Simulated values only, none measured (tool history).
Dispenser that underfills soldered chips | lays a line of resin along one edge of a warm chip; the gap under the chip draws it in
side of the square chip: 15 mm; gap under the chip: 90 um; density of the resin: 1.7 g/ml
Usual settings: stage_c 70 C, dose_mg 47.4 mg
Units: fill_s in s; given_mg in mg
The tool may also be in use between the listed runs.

Run 1, hour 0.0: usual settings. Result: fill_s 130.0 s, given_mg 45.33 mg.
At hour 1.2: new syringe of resin.
Run 2, hour 4.7: usual settings. Result: fill_s 119.1 s, given_mg 45.38 mg.
At hour 9.0: new syringe of resin.
Run 3, hour 10.1: usual settings. Result: fill_s 114.9 s, given_mg 45.05 mg.
At hour 12.4: dispensing valve cleaned and set on the balance.
Run 4, hour 16.6: usual settings. Result: fill_s 129.4 s, given_mg 47.01 mg.
At hour 17.3: new syringe of resin.
Run 5, hour 21.7: usual settings. Result: fill_s 122.3 s, given_mg 46.92 mg.
At hour 25.0: new syringe of resin.
Run 6, hour 25.6: usual settings but stage_c 66 C. Result: fill_s 132.5 s, given_mg 47.20 mg.
At hour 32.6: new syringe of resin.
Run 7, hour 32.6: usual settings but stage_c 79 C. Result: fill_s 72.1 s, given_mg 46.61 mg.
Run 8, hour 36.2: usual settings but stage_c 73 C. Result: fill_s 106.7 s, given_mg 46.69 mg.
At hour 40.5: new syringe of resin.
Run 9, hour 42.8: usual settings but stage_c 73 C. Result: fill_s 101.4 s, given_mg 46.14 mg.
Run 10, hour 47.2: usual settings. Result: fill_s 129.3 s, given_mg 46.37 mg.
At hour 48.1: new syringe of resin.
Run 11, hour 52.3: usual settings. Result: fill_s 121.5 s, given_mg 45.69 mg.
At hour 55.6: new syringe of resin.
Run 12, hour 58.2: usual settings. Result: fill_s 112.4 s, given_mg 45.95 mg.
Run 13, hour 61.7: usual settings. Result: fill_s 126.2 s, given_mg 45.44 mg.
At hour 63.5: new syringe of resin.
Run 14, hour 67.5: usual settings. Result: fill_s 121.9 s, given_mg 45.29 mg.
At hour 70.9: new syringe of resin.
Run 15, hour 76.2: usual settings. Result: fill_s 125.0 s, given_mg 45.28 mg.
At hour 78.3: new syringe of resin.
At hour 79.3: dispensing valve cleaned and set on the balance.
Run 16, hour 81.3: usual settings but stage_c 61 C, dose_mg 44.2 mg. Result: fill_s 177.8 s, given_mg 43.97 mg.
At hour 87.0: new syringe of resin.
Run 17, hour 87.0: usual settings but stage_c 61 C, dose_mg 44.2 mg. Result: fill_s 165.7 s, given_mg 43.75 mg.
Run 18, hour 90.7: usual settings but stage_c 84 C, dose_mg 52.6 mg. Result: fill_s 62.6 s, given_mg 52.02 mg.
At hour 94.4: new syringe of resin.
Run 19, hour 99.2: usual settings but stage_c 84 C, dose_mg 52.6 mg. Result: fill_s 62.7 s, given_mg 51.39 mg.
At hour 102.3: new syringe of resin.
Run 20, hour 104.4: usual settings but stage_c 85 C, dose_mg 52.6 mg. Result: fill_s 56.8 s, given_mg 51.60 mg.
At hour 109.7: new syringe of resin.
Run 21, hour 109.7: usual settings but stage_c 61 C. Result: fill_s 166.6 s, given_mg 46.26 mg.
At hour 117.1: new syringe of resin.
Run 22, hour 118.0: usual settings but stage_c 61 C. Result: fill_s 165.3 s, given_mg 46.18 mg.
Run 23, hour 124.0: usual settings but stage_c 61 C. Result: fill_s 194.5 s, given_mg 45.73 mg.
At hour 125.0: new syringe of resin.
Run 24, hour 128.6: usual settings but stage_c 61 C. Result: fill_s 179.8 s, given_mg 45.95 mg.

Run 25 comes next. What will it give?
At hour 132.3: new syringe of resin.
Run 25, hour 134.7: usual settings but dose_mg 51.6 mg. Result: fill_s ?, given_mg ?.

Run 25 gave fill_s 112.5 s, given_mg 49.51 mg.
Without the tool's hidden state the same run would have given fill_s 105.2 s, given_mg 51.59 mg.
